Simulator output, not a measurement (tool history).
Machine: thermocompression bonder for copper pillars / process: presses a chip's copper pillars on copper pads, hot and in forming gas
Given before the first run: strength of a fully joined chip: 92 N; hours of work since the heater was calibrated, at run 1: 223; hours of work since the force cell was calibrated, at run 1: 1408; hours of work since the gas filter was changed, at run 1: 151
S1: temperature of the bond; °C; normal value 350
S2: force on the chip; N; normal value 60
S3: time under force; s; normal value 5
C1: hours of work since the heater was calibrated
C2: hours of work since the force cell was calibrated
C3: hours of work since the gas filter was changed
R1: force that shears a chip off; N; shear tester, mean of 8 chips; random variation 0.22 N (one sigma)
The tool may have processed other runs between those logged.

run    hour   S1  S2  S3   C1    C2   C3    R1
  1       0  350  60   5  223  1408  151  35.1
  2    70.3  350  60   5  256  1441  184  35.3
  3   146.6  350  60   5  291  1476  220  35.3
  4   228.4  350  60   5  329  1514  258  35.4
  5   275.6  350  60   5  351  1536  280  35.5
  6   350.5  350  60   5  386  1571  314  35.5
        397  -- force cell calibrated
  7   428.1  350  62   5  421    14  350  36.5
  8   485.6  350  46   5  448    41  376  27.6
  9   548.1  350  59   5  477    70  406  35.3
 10   586.4  350  60   5  495    88  423  35.1
      664.6  -- forming gas filter changed
 11   664.6  350  60   5  531   124    0  35.4
 12   729.9  350  60   5  561   154   30  35.4
 13   764.4  357  60   5  577   171   46  37.2
 14   799.8  357  60   5  594   187   63  37.8
 15     877  350  60   3  630   223   99  28.6
 16   933.8  350  60   6  656   249  125  37.5
 17  1013.7  357  60   6  693   286  162  39.9
 18  1055.8  357  60   6  713   306  182    40
 19  1097.7  357  60   6  732   325  201    40
 20  1164.1  373  60   6  763   356  232  45.3
 21  1199.9  370  43   6  780   373  249    34
 22  1234.4  330  46   4  796   389  265  20.3
 23  1270.2  371  60   9  813   406  282  51.4
 24  1318.4  332  83  10  835   428  304  49.8
 25  1388.1  356  82   5  867   460  336  47.4
 26  1443.6  356  82   5  893   486  362  47.9
 27  1478.6  356  82   5  909   503  378  47.7
     1517.5  -- heater calibrated with a thermocouple chip
 28  1555.7  328  43   5   18   537  413  21.1
 29  1625.5  350  60   3   50   570  446  28.8
     1659.2  -- forming gas filter changed
 30  1669.2  350  60   3   70   590    5  28.7
 31  1737.4  351  86  10  102   622   36  59.3
 32  1800.3  351  86  10  131   651   66    59
 33  1868.1  325  46   5  163   682   97  21.6
 34  1937.6  366  60  13  195   715  129  55.9
 35  1976.3  360  60   5  213   733  147  38.2
 36  2057.9  360  60   5  251   771  185  38.6
 37    2109  350  41   9  275   794  209  31.7
 38  2161.6  322  43   4  299   819  234  17.7
 39    2241  322  71  12  336   856  270  43.5

Each row is a separate what-if for the run after 39, all from the same tool condition, not one after another. Results?
  A  2315.5  377  71   5  371  890  305   ?
  B  2315.5  361  65   8  371  890  305   ?
  C  2315.5  322  71   8  371  890  305   ?
  D  2315.5  365  38   4  371  890  305   ?
  E  2315.5  350  39   5  371  890  305   ?

run    R1
  A  50.3
  B  48.9
  C  37.4
  D  24.2
  E  23.7
With the hidden condition removed and each run's random variation left untouched, the same runs would have given:
run    R1
  A  50.3
  B  48.9
  C  37.4
  D  24.2
  E  23.8

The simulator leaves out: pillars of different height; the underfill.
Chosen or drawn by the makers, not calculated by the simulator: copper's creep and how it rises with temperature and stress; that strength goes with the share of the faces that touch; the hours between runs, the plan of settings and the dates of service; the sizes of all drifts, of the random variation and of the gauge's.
